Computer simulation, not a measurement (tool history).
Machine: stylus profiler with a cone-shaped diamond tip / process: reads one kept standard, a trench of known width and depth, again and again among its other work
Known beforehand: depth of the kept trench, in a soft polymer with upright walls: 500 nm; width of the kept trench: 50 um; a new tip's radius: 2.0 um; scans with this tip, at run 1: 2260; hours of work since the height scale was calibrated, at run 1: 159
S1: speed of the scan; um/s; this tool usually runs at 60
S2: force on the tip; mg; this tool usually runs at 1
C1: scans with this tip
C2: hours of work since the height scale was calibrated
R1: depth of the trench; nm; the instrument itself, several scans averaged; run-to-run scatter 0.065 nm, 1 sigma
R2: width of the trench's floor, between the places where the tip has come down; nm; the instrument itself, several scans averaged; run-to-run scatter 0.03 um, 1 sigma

Run 1, hour 0: usual settings; C1 2260; C2 159. Result: R1 503.09 nm, R2 47000 nm.
Run 2, hour 17.1: usual settings; C1 2374; C2 167. Result: R1 503.1 nm, R2 47040 nm.
Run 3, hour 51.7: usual settings but S2 1.17 mg; C1 2604; C2 183. Result: R1 503.49 nm, R2 47070 nm.
Run 4, hour 76.9: usual settings; C1 2772; C2 195. Result: R1 502.95 nm, R2 47000 nm.
Run 5, hour 101.1: usual settings; C1 2933; C2 206. Result: R1 503.01 nm, R2 47010 nm.
Run 6, hour 124.7: usual settings but S1 36 um/s; C1 3090; C2 217. Result: R1 503.06 nm, R2 47150 nm.
Run 7, hour 142.2: usual settings but S1 55 um/s; C1 3206; C2 225. Result: R1 503.12 nm, R2 47020 nm.
Run 8, hour 173.1: usual settings but S2 0.43 mg; C1 3412; C2 240. Result: R1 501.66 nm, R2 46870 nm.
Run 9, hour 191.7: usual settings but S2 0.43 mg; C1 3536; C2 248. Result: R1 501.59 nm, R2 46880 nm.
Run 10, hour 215.6: usual settings but S2 0.43 mg; C1 3694; C2 260. Result: R1 501.67 nm, R2 46850 nm.
Run 11, hour 235.7: usual settings but S2 0.43 mg; C1 3828; C2 269. Result: R1 501.5 nm, R2 46810 nm.
Run 12, hour 264: usual settings but S2 0.43 mg; C1 4017; C2 282. Result: R1 501.63 nm, R2 46860 nm.
Run 13, hour 296.6: usual settings but S2 0.43 mg; C1 4233; C2 298. Result: R1 501.72 nm, R2 46850 nm.
Run 14, hour 319: usual settings but S1 121 um/s, S2 0.43 mg; C1 4382; C2 308. Result: R1 501.68 nm, R2 46530 nm.
Run 15, hour 338.8: usual settings but S1 24 um/s, S2 0.83 mg; C1 4514; C2 317. Result: R1 502.63 nm, R2 47080 nm.
Run 16, hour 365.6: usual settings but S1 22 um/s, S2 1.01 mg; C1 4693; C2 330. Result: R1 502.89 nm, R2 47020 nm.
Run 17, hour 393.1: usual settings but S1 24 um/s, S2 1.49 mg; C1 4875; C2 343. Result: R1 503.85 nm, R2 47070 nm.

Predict the results of run 18:
Run 18, hour 409.1: usual settings but S1 68 um/s; C1 4982; C2 350. Result: R1 ?, R2 ?.

Run 18 yielded R1 502.93 nm, R2 46890 nm.
Minus the tool's unlogged condition, the same run would have read R1 503.16 nm, R2 47130 nm.
